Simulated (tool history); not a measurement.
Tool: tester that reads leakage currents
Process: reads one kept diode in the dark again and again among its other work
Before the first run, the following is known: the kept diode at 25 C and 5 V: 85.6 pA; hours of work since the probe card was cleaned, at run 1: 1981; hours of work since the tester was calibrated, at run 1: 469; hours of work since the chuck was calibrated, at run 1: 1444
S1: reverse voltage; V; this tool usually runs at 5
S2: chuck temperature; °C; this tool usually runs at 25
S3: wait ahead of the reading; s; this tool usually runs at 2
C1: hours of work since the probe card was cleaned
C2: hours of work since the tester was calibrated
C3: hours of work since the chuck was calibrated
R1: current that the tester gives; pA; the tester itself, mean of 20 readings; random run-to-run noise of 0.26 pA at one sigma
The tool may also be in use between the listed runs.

| run | day | S1 | S2 | S3 | C1 | C2 | C3 | R1 |
|---|---|---|---|---|---|---|---|---|
| 1 | 0 | 5 | 25 | 2 | 1981 | 469 | 1444 | 100.64 |
| 2 | 5.783 | 5 | 25 | 2 | 2058 | 546 | 1521 | 101.15 |
| 3 | 9.525 | 5 | 25 | 2 | 2108 | 596 | 1571 | 100.92 |
|  | 10.758 | chuck's temperature calibrated |
|  | 11.954 | probe card cleaned and baked |
| 4 | 14.425 | 5 | 25 | 2 | 33 | 658 | 47 | 87.05 |
| 5 | 17.942 | 5 | 25 | 2 | 80 | 705 | 94 | 88.18 |
| 6 | 22.896 | 5 | 25 | 2 | 146 | 771 | 160 | 87.65 |
| 7 | 26.042 | 5 | 25 | 2 | 188 | 813 | 202 | 88.64 |
| 8 | 31.779 | 5 | 25 | 2 | 265 | 890 | 279 | 89.24 |
| 9 | 38.846 | 5 | 52 | 2 | 359 | 984 | 373 | 537.73 |
| 10 | 43.483 | 5 | 25 | 2 | 421 | 1046 | 435 | 89.61 |
| 11 | 48.146 | 5 | 25 | 2 | 483 | 1109 | 497 | 90.54 |
| 12 | 52.154 | 5 | 25 | 2 | 537 | 1162 | 551 | 91.34 |
| 13 | 59.846 | 5 | 30 | 2 | 639 | 1265 | 654 | 130.66 |
| 14 | 64.538 | 5 | 30 | 2 | 702 | 1327 | 716 | 130.65 |
| 15 | 69.004 | 5 | 25 | 2 | 762 | 1387 | 776 | 92.63 |
| 16 | 75.95 | 5 | 25 | 2 | 854 | 1480 | 869 | 93.69 |
| 17 | 83.458 | 3.58 | 41 | 9.22 | 955 | 1580 | 969 | 247.48 |
| 18 | 87.308 | 1.52 | 23 | 1.18 | 1006 | 1631 | 1020 | 54.42 |
| 19 | 92.788 | 1.25 | 33 | 4.42 | 1079 | 1705 | 1094 | 102.67 |
| 20 | 97.792 | 1.25 | 33 | 4.42 | 1146 | 1771 | 1160 | 102.84 |
| 21 | 102.792 | 5 | 46 | 2 | 1213 | 1838 | 1227 | 380.95 |
| 22 | 107.546 | 13.1 | 43 | 1.44 | 1276 | 1902 | 1291 | 437.82 |
| 23 | 113.471 | 13.1 | 43 | 1.44 | 1355 | 1981 | 1370 | 439.85 |
| 24 | 117.067 | 13.1 | 43 | 1.44 | 1403 | 2029 | 1418 | 439.52 |
| 25 | 122.721 | 1.95 | 37 | 2.93 | 1479 | 2104 | 1493 | 158.07 |
| 26 | 128.004 | 1.95 | 37 | 2.93 | 1549 | 2175 | 1564 | 158.35 |
|  | 129.696 | chuck's temperature calibrated |
| 27 | 133.442 | 1.95 | 37 | 2.93 | 1621 | 2246 | 50 | 150.68 |
| 28 | 139.767 | 1.95 | 37 | 2.93 | 1705 | 2331 | 134 | 150.78 |
| 29 | 143.754 | 9.8 | 21 | 0.76 | 1759 | 2384 | 188 | 98.98 |
| 30 | 149.938 | 6.91 | 51 | 7.01 | 1841 | 2466 | 270 | 560.41 |
| 31 | 153.5 | 3.67 | 30 | 6.01 | 1889 | 2514 | 318 | 117.99 |

Below are 5 alternative next runs, each starting from the tool's condition after run 31. Predict each:
| A | 160.758 | 1.05 | 30 | 6.01 | 1986 | 2611 | 415 | ? |
| B | 160.758 | 4.07 | 30 | 1.04 | 1986 | 2611 | 415 | ? |
| C | 160.758 | 1.33 | 22 | 6.68 | 1986 | 2611 | 415 | ? |
| D | 160.758 | 5 | 24 | 2 | 1986 | 2611 | 415 | ? |
| E | 160.758 | 5.9 | 25 | 2 | 1986 | 2611 | 415 | ? |

| run | R1 |
|---|---|
| A | 77.66 |
| B | 124.06 |
| C | 48.18 |
| D | 90.89 |
| E | 103.7 |
The same runs, with their run-to-run variation unchanged, on a tool lacking any hidden condition would have given:
| run | R1 |
|---|---|
| A | 75.28 |
| B | 114.97 |
| C | 45.19 |
| D | 79.72 |
| E | 90.5 |
